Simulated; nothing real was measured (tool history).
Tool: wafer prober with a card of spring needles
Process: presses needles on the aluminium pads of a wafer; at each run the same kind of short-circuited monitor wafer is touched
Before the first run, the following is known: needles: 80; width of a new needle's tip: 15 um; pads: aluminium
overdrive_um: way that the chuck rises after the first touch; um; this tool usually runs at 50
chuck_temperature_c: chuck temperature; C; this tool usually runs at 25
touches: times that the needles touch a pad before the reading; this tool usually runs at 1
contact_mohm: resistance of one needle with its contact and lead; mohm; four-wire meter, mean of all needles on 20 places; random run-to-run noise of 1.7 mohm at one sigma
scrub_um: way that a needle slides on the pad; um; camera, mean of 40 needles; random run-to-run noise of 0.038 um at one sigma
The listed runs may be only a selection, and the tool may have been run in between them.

run,hour,overdrive_um,chuck_temperature_c,touches,contact_mohm,scrub_um
1,0.0,50,25,1,214,6.89
# hour 5.7: tips cleaned on abrasive film
2,14.8,50,25,1,269,6.86
# hour 17.6: tips cleaned on abrasive film
3,26.3,50,25,1,229,6.86
# hour 28.3: tips cleaned on abrasive film
# hour 39.0: tips cleaned on abrasive film
4,40.3,50,25,1,184,6.83
5,49.1,50,65,1,231,6.85
# hour 50.5: tips cleaned on abrasive film
# hour 53.7: tips cleaned on abrasive film, once more
# hour 65.4: tips cleaned on abrasive film
6,67.0,50,25,1,186,6.86
# hour 76.5: tips cleaned on abrasive film
7,76.8,50,25,1,182,6.88
# hour 87.4: tips cleaned on abrasive film
8,87.6,50,25,2,177,6.79
9,97.7,35,25,3,218,4.79
# hour 99.4: tips cleaned on abrasive film
# hour 110.6: tips cleaned on abrasive film
10,114.6,65,39,2,181,8.90
# hour 121.5: tips cleaned on abrasive film
11,128.9,42,108,2,227,5.70
# hour 133.5: tips cleaned on abrasive film
12,138.5,42,108,2,220,5.70
# hour 145.0: tips cleaned on abrasive film
# hour 155.9: tips cleaned on abrasive film
13,156.3,56,25,2,179,7.72
# hour 166.7: tips cleaned on abrasive film
14,167.0,56,25,2,174,7.59
# hour 177.8: tips cleaned on abrasive film
15,183.9,47,50,2,208,6.28
# hour 189.3: tips cleaned on abrasive film
# hour 200.5: tips cleaned on abrasive film
16,200.5,69,50,2,175,9.40

Hidden state or all else? Some run-to-run changes of contact_mohm, split into what the settings, what came in and random variation would give without the hidden state, and what is left for the hidden state (with any gauge scatter that isn't in both results):
Hidden state at play: debris on the tips, nm; way that the needles fall short of the set height, um; tips' diameter, um; drift of the gauge itself on contact_mohm, %; drift of the gauge itself on scrub_um, %.
Run 1 -> 2: tips cleaned on abrasive film. contact_mohm +55 mohm: hidden state +52, all else +3.
